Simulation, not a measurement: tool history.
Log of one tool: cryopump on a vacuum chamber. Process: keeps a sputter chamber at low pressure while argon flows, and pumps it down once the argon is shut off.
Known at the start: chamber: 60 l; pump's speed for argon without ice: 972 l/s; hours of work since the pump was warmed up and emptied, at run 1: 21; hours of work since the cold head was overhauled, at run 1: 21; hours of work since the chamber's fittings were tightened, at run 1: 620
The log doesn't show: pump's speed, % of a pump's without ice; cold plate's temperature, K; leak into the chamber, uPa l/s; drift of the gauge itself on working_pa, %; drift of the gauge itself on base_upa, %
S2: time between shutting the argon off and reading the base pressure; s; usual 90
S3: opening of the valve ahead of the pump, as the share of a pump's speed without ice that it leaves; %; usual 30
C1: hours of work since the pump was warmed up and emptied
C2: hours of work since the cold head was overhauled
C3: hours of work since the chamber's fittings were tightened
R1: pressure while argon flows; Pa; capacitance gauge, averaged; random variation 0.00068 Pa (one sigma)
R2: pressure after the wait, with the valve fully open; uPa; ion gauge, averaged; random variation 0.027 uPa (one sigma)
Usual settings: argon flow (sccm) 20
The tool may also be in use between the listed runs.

run 1 hour=0 | argon_flow_(sccm)=20 S2=90 S3=30 | C1=21 C2=21 C3=620 | R1=0.1159 R2=1.41
run 2 hour=8.6 | argon_flow_(sccm)=20 S2=90 S3=30 | C1=26 C2=26 C3=624 | R1=0.1164 R2=1.42
run 3 hour=17 | argon_flow_(sccm)=20 S2=90 S3=30 | C1=31 C2=31 C3=629 | R1=0.1158 R2=1.39
run 4 hour=30.1 | argon_flow_(sccm)=20 S2=90 S3=30 | C1=38 C2=38 C3=637 | R1=0.1173 R2=1.38
run 5 hour=46.8 | argon_flow_(sccm)=20 S2=90 S3=30 | C1=48 C2=48 C3=646 | R1=0.1172 R2=1.39
run 6 hour=58.4 | argon_flow_(sccm)=20 S2=90 S3=30 | C1=54 C2=54 C3=653 | R1=0.117 R2=1.35
run 7 hour=75.7 | argon_flow_(sccm)=20 S2=90 S3=30 | C1=64 C2=64 C3=663 | R1=0.118 R2=1.39
run 8 hour=93.1 | argon_flow_(sccm)=20 S2=90 S3=34 | C1=74 C2=74 C3=673 | R1=0.1028 R2=1.35
run 9 hour=106.2 | argon_flow_(sccm)=20 S2=90 S3=34 | C1=81 C2=81 C3=680 | R1=0.1032 R2=1.41
run 10 hour=116 | argon_flow_(sccm)=20 S2=90 S3=34 | C1=87 C2=87 C3=686 | R1=0.1029 R2=1.39
run 11 hour=124.6 | argon_flow_(sccm)=20 S2=90 S3=25 | C1=92 C2=92 C3=690 | R1=0.141 R2=1.37
run 12 hour=138.5 | argon_flow_(sccm)=20 S2=90 S3=25 | C1=100 C2=100 C3=698 | R1=0.1397 R2=1.44
run 13 hour=155.9 | argon_flow_(sccm)=24 S2=90 S3=30 | C1=110 C2=110 C3=708 | R1=0.1398 R2=1.46
run 14 hour=172.7 | argon_flow_(sccm)=24 S2=90 S3=30 | C1=119 C2=119 C3=718 | R1=0.1421 R2=1.38
run 15 hour=189.7 | argon_flow_(sccm)=24 S2=90 S3=30 | C1=129 C2=129 C3=727 | R1=0.1407 R2=1.36
run 16 hour=205.1 | argon_flow_(sccm)=24 S2=90 S3=30 | C1=138 C2=138 C3=736 | R1=0.1405 R2=1.41
run 17 hour=222 | argon_flow_(sccm)=20 S2=31 S3=30 | C1=147 C2=147 C3=746 | R1=0.1174 R2=3.08
run 18 hour=229.3 | argon_flow_(sccm)=10 S2=41 S3=37 | C1=151 C2=151 C3=750 | R1=0.0482 R2=2.51
run 19 hour=241.7 | argon_flow_(sccm)=10 S2=41 S3=37 | C1=159 C2=159 C3=757 | R1=0.048 R2=2.47
run 20 hour=256.3 | argon_flow_(sccm)=17 S2=181 S3=24 | C1=167 C2=167 C3=765 | R1=0.1256 R2=0.95
run 21 hour=265.7 | argon_flow_(sccm)=17 S2=181 S3=24 | C1=172 C2=172 C3=771 | R1=0.1244 R2=0.96
run 22 hour=276.1 | argon_flow_(sccm)=17 S2=181 S3=24 | C1=178 C2=178 C3=777 | R1=0.1251 R2=0.95
run 23 hour=286.7 | argon_flow_(sccm)=22 S2=116 S3=22 | C1=184 C2=184 C3=783 | R1=0.1778 R2=1.24
run 24 hour=301.7 | argon_flow_(sccm)=20 S2=36 S3=29 | C1=193 C2=193 C3=791 | R1=0.1216 R2=2.74
run 25 hour=310.3 | argon_flow_(sccm)=20 S2=222 S3=56 | C1=198 C2=198 C3=796 | R1=0.064 R2=0.88
run 26 hour=318.5 | argon_flow_(sccm)=20 S2=222 S3=56 | C1=202 C2=202 C3=801 | R1=0.0649 R2=0.86
run 27 hour=327.4 | argon_flow_(sccm)=20 S2=190 S3=16 | C1=207 C2=207 C3=806 | R1=0.2212 R2=1.01
run 28 hour=342.6 | argon_flow_(sccm)=20 S2=190 S3=16 | C1=216 C2=216 C3=815 | R1=0.2195 R2=0.96
run 29 hour=352.3 | argon_flow_(sccm)=20 S2=190 S3=16 | C1=221 C2=221 C3=820 | R1=0.2202 R2=0.98
run 30 hour=362.6 | argon_flow_(sccm)=15 S2=57 S3=30 | C1=227 C2=227 C3=826 | R1=0.0887 R2=1.93
run 31 hour=378.2 | argon_flow_(sccm)=15 S2=72 S3=26 | C1=236 C2=236 C3=835 | R1=0.1025 R2=1.69
run 32 hour=394.1 | argon_flow_(sccm)=31 S2=63 S3=24 | C1=245 C2=245 C3=844 | R1=0.2282 R2=1.81
run 33 hour=411.4 | argon_flow_(sccm)=20 S2=280 S3=20 | C1=255 C2=255 C3=854 | R1=0.1788 R2=0.85
run 34 hour=422.1 | argon_flow_(sccm)=22 S2=90 S3=22 | C1=261 C2=261 C3=860 | R1=0.1787 R2=1.44

Forecast each of these 5 alternatives for the next run:
run A hour=437 | argon_flow_(sccm)=13 S2=90 S3=22 | C1=270 C2=270 C3=868 | R1=? R2=?
run B hour=437 | argon_flow_(sccm)=22 S2=90 S3=17 | C1=270 C2=270 C3=868 | R1=? R2=?
run C hour=437 | argon_flow_(sccm)=10 S2=90 S3=56 | C1=270 C2=270 C3=868 | R1=? R2=?
run D hour=437 | argon_flow_(sccm)=20 S2=23 S3=37 | C1=270 C2=270 C3=868 | R1=? R2=?
run E hour=437 | argon_flow_(sccm)=27 S2=65 S3=19 | C1=270 C2=270 C3=868 | R1=? R2=?

run=A R1=0.1061 R2=1.51
run=B R1=0.2273 R2=1.49
run=C R1=0.0329 R2=1.44
run=D R1=0.0968 R2=4.06
run=E R1=0.2501 R2=1.71
Without the tool's hidden state the same runs would have given:
run=A R1=0.1038 R2=1.27
run=B R1=0.2234 R2=1.26
run=C R1=0.0311 R2=1.21
run=D R1=0.0932 R2=3.83
run=E R1=0.2453 R2=1.49
